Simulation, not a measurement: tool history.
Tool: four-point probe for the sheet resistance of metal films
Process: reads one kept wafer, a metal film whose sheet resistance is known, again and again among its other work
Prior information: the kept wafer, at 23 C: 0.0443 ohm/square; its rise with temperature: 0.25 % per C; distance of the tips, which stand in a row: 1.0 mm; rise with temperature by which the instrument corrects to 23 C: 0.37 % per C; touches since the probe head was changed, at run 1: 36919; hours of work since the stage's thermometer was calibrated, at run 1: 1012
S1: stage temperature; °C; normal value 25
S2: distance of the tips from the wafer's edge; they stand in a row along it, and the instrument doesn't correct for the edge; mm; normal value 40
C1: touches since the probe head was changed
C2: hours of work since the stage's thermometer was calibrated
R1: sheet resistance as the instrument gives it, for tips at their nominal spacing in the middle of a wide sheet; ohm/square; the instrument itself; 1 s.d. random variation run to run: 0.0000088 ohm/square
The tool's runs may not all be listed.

| run | hour | S1 | S2 | C1 | C2 | R1 |
|---|---|---|---|---|---|---|
| 1 | 0.0 | 25 | 40 | 36919 | 1012 | 0.044397 |
| 2 | 136.8 | 22 | 40 | 38800 | 1096 | 0.044553 |
| 3 | 236.4 | 22 | 40 | 40168 | 1157 | 0.044539 |
| 4 | 314.1 | 22 | 40 | 41237 | 1205 | 0.044557 |
| 5 | 440.7 | 25 | 28 | 42977 | 1283 | 0.044398 |
| 6 | 559.8 | 25 | 64 | 44614 | 1356 | 0.044386 |
| 7 | 622.3 | 25 | 6 | 45472 | 1395 | 0.045037 |
| 8 | 720.2 | 25 | 6 | 46818 | 1455 | 0.045055 |
| 9 | 828.4 | 30 | 6 | 48306 | 1522 | 0.044808 |
| 10 | 973.6 | 25 | 40 | 50301 | 1611 | 0.044401 |
| 11 | 1075.0 | 34 | 40 | 51695 | 1674 | 0.043964 |
| 12 | 1194.1 | 25 | 40 | 53332 | 1747 | 0.044398 |
| 13 | 1272.1 | 25 | 40 | 54404 | 1795 | 0.044409 |
| 14 | 1347.8 | 25 | 11 | 55444 | 1842 | 0.044594 |
| 15 | 1467.3 | 25 | 13 | 57086 | 1915 | 0.044525 |
| 16 | 1529.9 | 25 | 40 | 57947 | 1954 | 0.044397 |
| 17 | 1628.8 | 25 | 40 | 59306 | 2015 | 0.044395 |
| 18 | 1715.3 | 25 | 40 | 60496 | 2068 | 0.044408 |
| 19 | 1781.4 | 27 | 15 | 61404 | 2109 | 0.044415 |
| 20 | 1865.3 | 27 | 15 | 62557 | 2160 | 0.044394 |
| 21 | 1982.5 | 27 | 15 | 64168 | 2233 | 0.044402 |
| 22 | 2064.4 | 35 | 75 | 65293 | 2283 | 0.043915 |
| 23 | 2133.4 | 28 | 40 | 66242 | 2326 | 0.044259 |
| 24 | 2211.0 | 31 | 63 | 67309 | 2373 | 0.044118 |
| 25 | 2319.8 | 22 | 5 | 68805 | 2440 | 0.045476 |
|  | 2459.8 | stage's thermometer calibrated |
| 26 | 2459.8 | 25 | 4 | 70721 | 0 | 0.045934 |
| 27 | 2557.9 | 33 | 61 | 72070 | 60 | 0.044120 |
| 28 | 2667.8 | 22 | 13 | 73581 | 128 | 0.044783 |
| 29 | 2734.1 | 20 | 36 | 74492 | 169 | 0.044767 |
| 30 | 2814.3 | 19 | 40 | 75594 | 218 | 0.044808 |
| 31 | 2896.8 | 26 | 3 | 76729 | 269 | 0.046929 |
| 32 | 2988.0 | 24 | 6 | 77981 | 325 | 0.045205 |
| 33 | 3106.5 | 20 | 10 | 79611 | 398 | 0.044991 |
| 34 | 3239.1 | 30 | 46 | 81433 | 480 | 0.044261 |
| 35 | 3308.2 | 30 | 46 | 82383 | 523 | 0.044255 |

Here are 3 independent what-if runs from the current tool condition. What would each one return?
| A | 3421.3 | 20 | 40 | 83937 | 592 | ? |
| B | 3421.3 | 23 | 19 | 83937 | 592 | ? |
| C | 3421.3 | 30 | 38 | 83937 | 592 | ? |

| run | R1 |
|---|---|
| A | 0.044774 |
| B | 0.044683 |
| C | 0.044262 |
The same runs, with their run-to-run variation unchanged, on a tool lacking any hidden condition would have given:
| run | R1 |
|---|---|
| A | 0.044475 |
| B | 0.044384 |
| C | 0.043965 |

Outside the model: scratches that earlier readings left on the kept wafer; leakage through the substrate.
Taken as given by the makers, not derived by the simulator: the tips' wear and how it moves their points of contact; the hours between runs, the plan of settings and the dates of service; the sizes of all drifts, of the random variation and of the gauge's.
